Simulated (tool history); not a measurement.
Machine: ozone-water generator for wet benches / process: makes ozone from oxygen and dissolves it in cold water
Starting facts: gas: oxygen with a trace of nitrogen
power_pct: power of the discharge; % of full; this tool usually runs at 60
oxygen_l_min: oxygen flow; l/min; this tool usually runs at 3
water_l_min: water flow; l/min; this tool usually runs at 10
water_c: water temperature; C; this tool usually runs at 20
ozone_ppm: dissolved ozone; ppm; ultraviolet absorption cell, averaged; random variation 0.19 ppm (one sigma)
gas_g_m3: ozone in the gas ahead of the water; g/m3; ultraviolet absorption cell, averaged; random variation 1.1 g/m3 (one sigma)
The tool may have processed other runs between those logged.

run	day	power_pct	oxygen_l_min	water_l_min	water_c	ozone_ppm	gas_g_m3
1	0	60	3	10	20	24.4	197
2	7.042	60	3	10	20	24.4	196.6
3	12.458	60	3	10	20	24.4	194.6
4	20.012	60	3	11	20	22.9	194.9
5	26.942	60	3	14	20	19.3	196.1
6	33.321	68	3	10	20	26.7	219
7	40.338	68	3	10	20	27.2	217
8	47.004	60	3	10	19	24.6	192.2
9	54.546	60	3	10	19	24.1	192.9
10	58.021	60	3	10	19	24.3	192.2
11	62.054	60	3	10	19	24.1	191.5
12	66.788	60	3	10	19	24.5	191.6
13	74.838	60	3	10	19	24.3	191.5
14	81.167	60	3	10	19	24	191
15	85.462	60	3	10	19	24.8	190.9
16	92.979	60	3	10	19	24.5	189.6
17	98.212	60	3	10	19	24.8	189.6
18	105.571	60	3	10	19	24.6	188.5
19	113.412	60	3.88	12	20	20.8	162.3
20	116.975	60	3.88	12	20	21.1	158.7
21	123.233	60	3.88	12	20	20.8	158.1
22	127.167	75	1.97	10	17	31.1	294.4
23	131.138	75	1.97	10	17	31.1	294.1
24	135.571	77	4.41	10	17	29.2	183.1
25	138.908	60	4.27	10	15	24.7	146.5
26	145.367	96	4.16	10	22	32.5	230.1
27	153.329	96	4.16	10	22	32.5	226.7
28	159.796	96	4.16	10	22	32.3	224
29	163.421	74	2.6	7	23	33.3	237.5
30	170.429	51	2.48	7	23	24.2	177.7
31	173.908	51	2.48	7	23	24.2	178.8
32	179.446	60	1.57	9	20	25.8	271.3
33	187.5	60	1.66	10	20	23.6	262.9
34	193.912	60	1.66	10	20	23.4	261.9

Taken out of this log: 3 entries between the listed runs. Where each belongs, and how the hidden state differs across it:
Between runs 3 and 4: water thermometer calibrated (day 17.454)
  yield of the discharge, % of new electrodes': 97.2 -> 96.8; contactor's efficiency, % of a clean one's: 90.7 -> 90.4; true water temperature over the reading, C: 0.33 -> 0.38
  measured result minus the result with no hidden state, ozone_ppm: -1.5 -> -1.6 ppm; gas_g_m3: -4.9 -> -5.5 g/m3
Between runs 9 and 10: water thermometer calibrated, once more (day 57.962)
  yield of the discharge, % of new electrodes': 95.3 -> 95.1; contactor's efficiency, % of a clean one's: 89.2 -> 89; true water temperature over the reading, C: 0.44 -> -0.04
  measured result minus the result with no hidden state, ozone_ppm: -2.2 -> -2.1 ppm; gas_g_m3: -8.1 -> -8.4 g/m3
Between runs 14 and 15: contactor cleaned (day 82.3)
  yield of the discharge, % of new electrodes': 94.1 -> 93.9; contactor's efficiency, % of a clean one's: 88.2 -> 98.8
  measured result minus the result with no hidden state, ozone_ppm: -2.4 -> -1.5 ppm; gas_g_m3: -10.2 -> -10.6 g/m3

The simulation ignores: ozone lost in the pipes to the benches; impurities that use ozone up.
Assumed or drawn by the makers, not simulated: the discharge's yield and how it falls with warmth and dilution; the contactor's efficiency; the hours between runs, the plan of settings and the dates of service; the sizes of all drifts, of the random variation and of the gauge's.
